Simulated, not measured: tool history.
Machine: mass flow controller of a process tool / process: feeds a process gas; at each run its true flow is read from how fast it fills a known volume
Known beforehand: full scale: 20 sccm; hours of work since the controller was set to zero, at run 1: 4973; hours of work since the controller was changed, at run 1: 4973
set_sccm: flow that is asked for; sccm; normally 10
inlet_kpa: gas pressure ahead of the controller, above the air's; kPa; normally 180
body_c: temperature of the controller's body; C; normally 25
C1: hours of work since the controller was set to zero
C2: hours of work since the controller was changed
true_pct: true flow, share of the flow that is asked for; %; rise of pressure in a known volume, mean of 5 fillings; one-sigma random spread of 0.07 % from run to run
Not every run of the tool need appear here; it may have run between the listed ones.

run 1 hour=0.0 | set_sccm=10 inlet_kpa=180 body_c=25 | C1=4973 C2=4973 | true_pct=96.01
run 2 hour=176.1 | set_sccm=10 inlet_kpa=180 body_c=25 | C1=5078 C2=5078 | true_pct=95.96
run 3 hour=382.5 | set_sccm=10 inlet_kpa=180 body_c=25 | C1=5201 C2=5201 | true_pct=95.84
run 4 hour=477.1 | set_sccm=10 inlet_kpa=180 body_c=25 | C1=5258 C2=5258 | true_pct=95.77
run 5 hour=669.3 | set_sccm=10 inlet_kpa=180 body_c=25 | C1=5373 C2=5373 | true_pct=95.63
run 6 hour=825.5 | set_sccm=10 inlet_kpa=180 body_c=25 | C1=5466 C2=5466 | true_pct=95.74
run 7 hour=972.4 | set_sccm=10 inlet_kpa=180 body_c=25 | C1=5554 C2=5554 | true_pct=95.63
run 8 hour=1143.8 | set_sccm=10 inlet_kpa=180 body_c=25 | C1=5656 C2=5656 | true_pct=95.56
run 9 hour=1230.1 | set_sccm=10 inlet_kpa=180 body_c=25 | C1=5708 C2=5708 | true_pct=95.51
run 10 hour=1414.8 | set_sccm=10 inlet_kpa=180 body_c=25 | C1=5818 C2=5818 | true_pct=95.43
run 11 hour=1573.3 | set_sccm=10 inlet_kpa=180 body_c=25 | C1=5913 C2=5913 | true_pct=95.40
run 12 hour=1756.9 | set_sccm=10 inlet_kpa=180 body_c=25 | C1=6022 C2=6022 | true_pct=95.32
run 13 hour=1852.9 | set_sccm=10 inlet_kpa=180 body_c=25 | C1=6080 C2=6080 | true_pct=95.19
run 14 hour=2028.2 | set_sccm=10 inlet_kpa=180 body_c=25 | C1=6185 C2=6185 | true_pct=95.24
run 15 hour=2229.1 | set_sccm=4 inlet_kpa=263 body_c=37 | C1=6305 C2=6305 | true_pct=90.61
run 16 hour=2351.6 | set_sccm=15 inlet_kpa=264 body_c=37 | C1=6378 C2=6378 | true_pct=95.75
run 17 hour=2529.6 | set_sccm=8 inlet_kpa=230 body_c=40 | C1=6484 C2=6484 | true_pct=93.50
run 18 hour=2692.9 | set_sccm=8 inlet_kpa=259 body_c=27 | C1=6582 C2=6582 | true_pct=93.76
run 19 hour=2867.0 | set_sccm=10 inlet_kpa=180 body_c=39 | C1=6686 C2=6686 | true_pct=94.29
run 20 hour=2996.7 | set_sccm=9 inlet_kpa=180 body_c=33 | C1=6763 C2=6763 | true_pct=94.19
run 21 hour=3149.4 | set_sccm=13 inlet_kpa=180 body_c=25 | C1=6854 C2=6854 | true_pct=95.63

3 ways to go on from here, each from the tool as it stands after run 21. What would each give?
run A hour=3253.5 | set_sccm=10 inlet_kpa=178 body_c=25 | C1=6917 C2=6917 | true_pct=?
run B hour=3253.5 | set_sccm=7 inlet_kpa=267 body_c=31 | C1=6917 C2=6917 | true_pct=?
run C hour=3253.5 | set_sccm=12 inlet_kpa=150 body_c=20 | C1=6917 C2=6917 | true_pct=?

run=A true_pct=94.61
run=B true_pct=92.89
run=C true_pct=95.66
The same runs, with their run-to-run variation unchanged, on a tool lacking any hidden condition would have given:
run=A true_pct=98.76
run=B true_pct=98.07
run=C true_pct=99.41
